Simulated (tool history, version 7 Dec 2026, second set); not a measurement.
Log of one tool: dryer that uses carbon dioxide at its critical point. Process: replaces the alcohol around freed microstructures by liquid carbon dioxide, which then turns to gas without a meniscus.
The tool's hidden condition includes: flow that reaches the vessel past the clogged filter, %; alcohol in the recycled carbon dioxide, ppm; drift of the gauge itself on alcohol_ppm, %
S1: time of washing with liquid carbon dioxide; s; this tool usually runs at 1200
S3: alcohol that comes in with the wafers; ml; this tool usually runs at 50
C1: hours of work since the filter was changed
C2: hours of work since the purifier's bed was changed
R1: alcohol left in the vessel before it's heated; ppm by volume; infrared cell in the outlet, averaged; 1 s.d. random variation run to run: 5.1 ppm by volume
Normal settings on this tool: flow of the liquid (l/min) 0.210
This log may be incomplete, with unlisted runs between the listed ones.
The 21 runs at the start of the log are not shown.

{"run": 22, "hour": 222.9, "S1": 840, "flow of the liquid (l/min)": 0.194, "S3": 70, "C1": 194, "C2": 354, "R1": 1935}
{"run": 23, "hour": 233.2, "S1": 1200, "flow of the liquid (l/min)": 0.134, "S3": 115, "C1": 199, "C2": 359, "R1": 3787}
{"run": 24, "hour": 242.4, "S1": 1200, "flow of the liquid (l/min)": 0.224, "S3": 43, "C1": 205, "C2": 365, "R1": 144}
{"run": 25, "hour": 253.6, "S1": 1080, "flow of the liquid (l/min)": 0.247, "S3": 26, "C1": 211, "C2": 371, "R1": 121}
{"run": 26, "hour": 260.4, "S1": 1380, "flow of the liquid (l/min)": 0.318, "S3": 104, "C1": 215, "C2": 375, "R1": 82}
{"run": 27, "hour": 270.9, "S1": 1200, "flow of the liquid (l/min)": 0.191, "S3": 20, "C1": 221, "C2": 381, "R1": 191}
{"hour": 278.2, "done": "inlet filter changed"}
{"run": 28, "hour": 284.3, "S1": 1020, "flow of the liquid (l/min)": 0.233, "S3": 67, "C1": 3, "C2": 388, "R1": 195}
{"run": 29, "hour": 296.9, "S1": 1020, "flow of the liquid (l/min)": 0.233, "S3": 67, "C1": 10, "C2": 395, "R1": 205}
{"run": 30, "hour": 310.8, "S1": 1020, "flow of the liquid (l/min)": 0.233, "S3": 67, "C1": 18, "C2": 402, "R1": 195}
{"run": 31, "hour": 324.1, "S1": 1020, "flow of the liquid (l/min)": 0.233, "S3": 67, "C1": 26, "C2": 410, "R1": 200}
{"run": 32, "hour": 338.1, "S1": 1380, "flow of the liquid (l/min)": 0.357, "S3": 67, "C1": 34, "C2": 418, "R1": 86}
{"run": 33, "hour": 348.9, "S1": 1380, "flow of the liquid (l/min)": 0.357, "S3": 67, "C1": 40, "C2": 424, "R1": 91}
{"run": 34, "hour": 357.6, "S1": 1380, "flow of the liquid (l/min)": 0.357, "S3": 67, "C1": 45, "C2": 429, "R1": 91}
{"run": 35, "hour": 365.6, "S1": 1200, "flow of the liquid (l/min)": 0.188, "S3": 46, "C1": 49, "C2": 433, "R1": 234}
{"run": 36, "hour": 379.4, "S1": 1440, "flow of the liquid (l/min)": 0.158, "S3": 22, "C1": 57, "C2": 441, "R1": 176}
{"run": 37, "hour": 393.0, "S1": 1140, "flow of the liquid (l/min)": 0.143, "S3": 22, "C1": 64, "C2": 448, "R1": 568}

Below are 5 alternative next runs, each starting from the tool's condition after run 37. Predict each:
{"run": "A", "hour": 405.1, "S1": 960, "flow of the liquid (l/min)": 0.217, "S3": 50, "C1": 71, "C2": 455, "R1": "?"}
{"run": "B", "hour": 405.1, "S1": 1080, "flow of the liquid (l/min)": 0.169, "S3": 96, "C1": 71, "C2": 455, "R1": "?"}
{"run": "C", "hour": 405.1, "S1": 780, "flow of the liquid (l/min)": 0.143, "S3": 111, "C1": 71, "C2": 455, "R1": "?"}
{"run": "D", "hour": 405.1, "S1": 780, "flow of the liquid (l/min)": 0.143, "S3": 58, "C1": 71, "C2": 455, "R1": "?"}
{"run": "E", "hour": 405.1, "S1": 1140, "flow of the liquid (l/min)": 0.143, "S3": 35, "C1": 71, "C2": 455, "R1": "?"}

run=A R1=342
run=B R1=1208
run=C R1=10062
run=D R1=5347
run=E R1=857
Without the tool's hidden state the same runs would have given:
run=A R1=191
run=B R1=885
run=C R1=8669
run=D R1=4568
run=E R1=624

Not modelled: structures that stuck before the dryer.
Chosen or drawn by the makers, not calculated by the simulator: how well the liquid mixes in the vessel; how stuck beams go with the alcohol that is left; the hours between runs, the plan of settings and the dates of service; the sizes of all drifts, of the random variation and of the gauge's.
